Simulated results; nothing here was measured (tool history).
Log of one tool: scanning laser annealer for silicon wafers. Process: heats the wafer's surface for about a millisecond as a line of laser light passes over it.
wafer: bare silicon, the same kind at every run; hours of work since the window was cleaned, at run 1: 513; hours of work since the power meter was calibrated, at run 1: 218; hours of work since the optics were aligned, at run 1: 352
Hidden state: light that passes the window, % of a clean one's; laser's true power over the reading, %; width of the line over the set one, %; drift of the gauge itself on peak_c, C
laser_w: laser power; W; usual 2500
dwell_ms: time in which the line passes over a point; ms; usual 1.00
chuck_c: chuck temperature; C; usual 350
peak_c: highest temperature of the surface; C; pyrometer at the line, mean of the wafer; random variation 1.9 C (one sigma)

| run | hour | laser_w | dwell_ms | chuck_c | hours of work since the window was cleaned | hours of work since the power meter was calibrated | hours of work since the optics were aligned | peak_c |
|---|---|---|---|---|---|---|---|---|
| 1 | 0.0 | 2500 | 1.00 | 350 | 513 | 218 | 352 | 1128 |
| 2 | 10.8 | 2500 | 0.96 | 350 | 519 | 224 | 358 | 1105 |
| 3 | 28.0 | 2500 | 0.96 | 350 | 529 | 234 | 368 | 1106 |
| 4 | 35.2 | 2500 | 0.96 | 350 | 533 | 238 | 372 | 1107 |
| 5 | 43.7 | 2501 | 1.00 | 350 | 537 | 243 | 377 | 1125 |
| 6 | 57.9 | 2501 | 1.00 | 350 | 545 | 251 | 385 | 1125 |
| 7 | 68.8 | 2500 | 1.02 | 350 | 552 | 257 | 391 | 1132 |
| 8 | 78.9 | 2500 | 1.02 | 350 | 557 | 263 | 397 | 1131 |
| 9 | 93.0 | 2399 | 1.00 | 350 | 565 | 271 | 404 | 1079 |
| 10 | 104.8 | 2399 | 1.00 | 350 | 572 | 277 | 411 | 1080 |
| 11 | 114.5 | 2500 | 1.00 | 350 | 577 | 283 | 417 | 1123 |
| 12 | 125.7 | 2407 | 1.00 | 350 | 584 | 289 | 423 | 1084 |
| 13 | 141.7 | 2407 | 1.00 | 350 | 593 | 298 | 432 | 1084 |
| 14 | 152.0 | 2500 | 1.00 | 350 | 598 | 304 | 438 | 1122 |
| 15 | 159.6 | 2500 | 1.12 | 351 | 603 | 308 | 442 | 1176 |
| 16 | 172.6 | 2322 | 1.12 | 351 | 610 | 315 | 449 | 1097 |
| 17 | 186.1 | 2322 | 1.12 | 351 | 618 | 323 | 457 | 1096 |
| 18 | 199.7 | 2322 | 1.12 | 351 | 625 | 331 | 465 | 1097 |
| 19 | 213.5 | 2656 | 1.00 | 350 | 633 | 338 | 472 | 1186 |
| 20 | 221.5 | 2608 | 0.88 | 338 | 638 | 343 | 477 | 1092 |
| 21 | 238.0 | 2223 | 0.73 | 330 | 647 | 352 | 486 | 876 |
| 22 | 248.5 | 2223 | 0.73 | 330 | 653 | 358 | 492 | 879 |
| 23 | 263.4 | 2223 | 1.02 | 330 | 661 | 366 | 500 | 992 |
| 24 | 280.6 | 2477 | 1.13 | 357 | 671 | 376 | 510 | 1173 |
| 25 | 296.8 | 2477 | 1.13 | 340 | 680 | 385 | 519 | 1155 |
| 26 | 307.7 | 2612 | 1.00 | 316 | 686 | 391 | 525 | 1130 |
| 27 | 318.4 | 2612 | 0.84 | 349 | 692 | 397 | 531 | 1078 |
| 28 | 332.1 | 2612 | 0.84 | 349 | 700 | 405 | 539 | 1082 |

Forecast each of these 3 alternatives for the next run:
| A | 348.7 | 2744 | 0.81 | 349 | 709 | 415 | 548 | ? |
| B | 348.7 | 2420 | 1.00 | 355 | 709 | 415 | 548 | ? |
| C | 348.7 | 2612 | 1.18 | 349 | 709 | 415 | 548 | ? |

| run | peak_c |
|---|---|
| A | 1112 |
| B | 1084 |
| C | 1242 |
Without the tool's hidden state the same runs would have given:
| run | peak_c |
|---|---|
| A | 1159 |
| B | 1129 |
| C | 1297 |

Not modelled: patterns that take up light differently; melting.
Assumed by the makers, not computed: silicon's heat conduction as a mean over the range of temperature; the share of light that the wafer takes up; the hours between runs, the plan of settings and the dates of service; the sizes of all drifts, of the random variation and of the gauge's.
